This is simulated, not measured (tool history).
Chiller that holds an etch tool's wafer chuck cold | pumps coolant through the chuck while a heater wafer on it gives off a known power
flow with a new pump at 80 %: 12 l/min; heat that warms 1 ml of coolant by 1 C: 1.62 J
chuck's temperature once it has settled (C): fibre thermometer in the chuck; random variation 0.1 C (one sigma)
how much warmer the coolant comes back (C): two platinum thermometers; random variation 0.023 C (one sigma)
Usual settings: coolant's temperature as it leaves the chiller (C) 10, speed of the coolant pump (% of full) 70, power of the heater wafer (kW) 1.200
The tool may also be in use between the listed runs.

run,hour,coolant's temperature as it leaves the chiller (C),speed of the coolant pump (% of full),power of the heater wafer (kW),chuck's temperature once it has settled (C),how much warmer the coolant comes back (C)
1,0.0,10,70,1.200,27.2,4.28
2,23.7,10,70,1.200,27.2,4.33
3,63.1,10,70,1.200,27.4,4.33
4,113.2,10,70,1.200,27.2,4.29
5,147.6,10,70,1.200,27.4,4.35
6,188.1,10,70,1.200,27.3,4.29
7,235.5,10,70,1.200,27.3,4.31
8,267.0,10,70,1.200,27.5,4.34
9,314.0,10,70,1.200,27.6,4.34
10,344.4,10,70,1.200,27.7,4.35
11,380.3,10,70,1.200,27.7,4.33
12,413.6,10,70,1.200,27.5,4.34
13,452.9,10,70,1.200,27.9,4.31
14,499.8,10,70,1.200,27.9,4.36
15,520.4,3,73,0.896,16.1,3.12
16,544.1,15,92,1.437,31.9,3.88
17,567.3,0,62,1.126,18.7,4.67
18,588.5,0,62,1.126,18.8,4.68
19,617.8,14,70,1.200,32.1,4.34
20,644.6,10,70,0.765,21.8,2.80
21,689.6,16,92,0.668,24.4,1.76
22,722.7,20,61,0.965,36.4,4.08
23,771.6,15,74,1.419,35.4,4.84
24,809.3,7,65,1.789,35.6,7.03
25,849.8,10,70,0.644,20.1,2.34
26,893.6,18,72,0.833,30.7,2.94

Forecast each of these 4 alternatives for the next run:
A,942.5,7,65,0.702,?,?
B,942.5,9,78,1.100,?,?
C,942.5,18,72,0.860,?,?
D,942.5,15,65,0.852,?,?

run,chuck's temperature once it has settled (C),how much warmer the coolant comes back (C)
A,18.6,2.77
B,24.5,3.53
C,31.1,3.06
D,29.0,3.39
Without the tool's hidden state the same runs would have given:
run,chuck's temperature once it has settled (C),how much warmer the coolant comes back (C)
A,16.9,2.73
B,22.5,3.47
C,29.4,3.01
D,27.2,3.34
